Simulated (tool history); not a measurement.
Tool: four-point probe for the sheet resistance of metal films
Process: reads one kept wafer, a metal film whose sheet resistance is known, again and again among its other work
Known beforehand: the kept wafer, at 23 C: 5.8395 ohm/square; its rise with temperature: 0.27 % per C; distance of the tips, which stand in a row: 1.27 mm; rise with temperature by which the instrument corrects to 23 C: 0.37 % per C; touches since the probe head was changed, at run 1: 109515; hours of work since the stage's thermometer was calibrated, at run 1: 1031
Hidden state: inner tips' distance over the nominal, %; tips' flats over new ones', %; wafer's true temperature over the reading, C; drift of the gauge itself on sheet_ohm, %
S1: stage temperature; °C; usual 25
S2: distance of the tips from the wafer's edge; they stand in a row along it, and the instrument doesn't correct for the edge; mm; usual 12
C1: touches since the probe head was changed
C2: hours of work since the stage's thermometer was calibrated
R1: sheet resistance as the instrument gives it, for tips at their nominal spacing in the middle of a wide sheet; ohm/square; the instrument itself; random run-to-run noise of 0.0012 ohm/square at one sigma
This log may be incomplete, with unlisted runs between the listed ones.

run,hour,S1,S2,C1,C2,R1
1,0.0,25,12,109515,1031,5.925885
2,62.5,25,12,110844,1076,5.925632
# hour 135.8: new probe head fitted
3,190.3,25,12,1157,1167,5.859132
4,254.8,25,12,2529,1213,5.859140
5,344.5,25,12,4435,1277,5.861310
6,405.6,25,12,5735,1321,5.861949
7,510.4,25,12,7964,1395,5.866434
8,632.1,25,12,10551,1482,5.868297
9,733.6,28,12,12707,1555,5.851614
10,847.5,28,12,15130,1636,5.853255
11,971.1,25,12,17757,1725,5.872286
12,1097.1,25,12,20437,1815,5.873020
13,1155.0,25,6,21667,1856,5.976905
14,1269.0,25,12,24090,1937,5.875551
15,1376.7,25,6,26382,2014,5.980559
16,1431.1,25,6,27538,2053,5.980258
# hour 1495.6: stage's thermometer calibrated
17,1537.8,25,6,29795,30,5.991017
18,1597.8,27,27,31070,73,5.847750
19,1672.3,27,27,32655,126,5.849105
20,1736.8,22,6,34026,172,6.009379
21,1869.1,27,11,36838,267,5.886428
22,1997.2,27,11,39563,358,5.889082
23,2097.9,26,25,41704,430,5.862839
24,2185.7,26,25,43570,493,5.864072
25,2282.3,18,53,45622,562,5.904748
26,2406.9,18,53,48272,651,5.906098
27,2501.5,27,37,50284,719,5.857480
28,2564.6,26,13,51624,764,5.890726
29,2620.9,26,13,52821,804,5.894666
30,2715.2,20,4,54827,871,6.198440
31,2804.7,19,54,56729,935,5.906001
32,2893.0,24,33,58606,998,5.882050
33,2948.0,24,33,59776,1038,5.882302
34,3075.7,24,33,62491,1129,5.884146

Each row is a separate what-if for the run after 34, all from the same tool condition, not one after another. Results?
A,3189.0,35,33,64900,1210,?
B,3189.0,28,49,64900,1210,?
C,3189.0,21,27,64900,1210,?
D,3189.0,23,40,64900,1210,?

run,R1
A,5.826238
B,5.860430
C,5.905863
D,5.890855
Take away the tool's hidden state, keep each run's random variation, and the runs would have read:
run,R1
A,5.779090
B,5.813073
C,5.858214
D,5.843304

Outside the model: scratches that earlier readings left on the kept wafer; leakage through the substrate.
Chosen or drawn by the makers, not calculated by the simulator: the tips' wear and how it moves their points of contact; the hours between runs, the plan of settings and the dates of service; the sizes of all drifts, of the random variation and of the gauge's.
